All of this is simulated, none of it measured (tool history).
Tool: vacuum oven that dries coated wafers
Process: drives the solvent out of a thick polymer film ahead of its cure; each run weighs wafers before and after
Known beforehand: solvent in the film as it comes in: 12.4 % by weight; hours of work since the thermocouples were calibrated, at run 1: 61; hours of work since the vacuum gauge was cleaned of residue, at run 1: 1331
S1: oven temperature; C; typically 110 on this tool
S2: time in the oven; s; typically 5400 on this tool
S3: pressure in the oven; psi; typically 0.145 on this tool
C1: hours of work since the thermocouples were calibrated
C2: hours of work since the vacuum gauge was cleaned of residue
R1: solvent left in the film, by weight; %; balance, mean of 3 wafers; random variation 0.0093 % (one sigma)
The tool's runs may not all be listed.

run,hour,S1,S2,S3,C1,C2,R1
1,0,110,5400,0.145,61,1331,1.018
# hour 16.2: vacuum gauge cleaned of residue and calibrated
2,45.3,110,5400,0.145,95,23,0.873
3,75.6,110,3360,0.145,118,46,2.013
4,113,110,3360,0.145,147,75,1.987
5,146.8,112,3360,0.145,174,102,1.591
6,176,102,5400,0.145,196,124,2.322
7,221.3,102,5400,0.145,231,159,2.305
8,262.6,110,6060,0.145,264,192,0.701
9,292.6,110,5400,0.145,287,215,0.866
10,326.5,110,5400,0.145,313,241,0.861
11,364.9,110,5400,0.145,343,271,0.876
12,402.6,110,5400,0.145,372,300,0.89
13,430.1,115,5400,0.263,394,322,0.629
14,467.4,113,3300,0.228,423,351,1.554
15,511,113,3300,0.228,457,385,1.573
16,536.9,113,3300,0.228,477,405,1.561
# hour 540.8: oven's thermocouples calibrated
17,562.6,113,3300,0.228,17,423,1.555
18,609.2,110,2880,0.228,53,459,2.563
# hour 626.5: oven's thermocouples calibrated, once more
19,633.5,116,2880,0.228,5,477,1.364
20,657.1,110,5400,0.174,24,495,0.95
21,692,123,5400,0.321,51,522,0.431
22,716.4,112,7560,0.187,70,541,0.477
23,746.5,122,5700,0.145,93,565,0.229
24,787.2,100,5700,0.193,125,596,2.698

Below are 4 alternative next runs, each starting from the tool's condition after run 24. Predict each:
A,806.8,100,5700,0.074,140,611,?
B,806.8,100,2880,0.139,140,611,?
C,806.8,116,7860,0.145,140,611,?
D,806.8,110,7620,0.145,140,611,?

run,R1
A,2.459
B,4.98
C,0.298
D,0.5
Without the tool's hidden state the same runs would have given:
run,R1
A,2.428
B,4.972
C,0.241
D,0.44
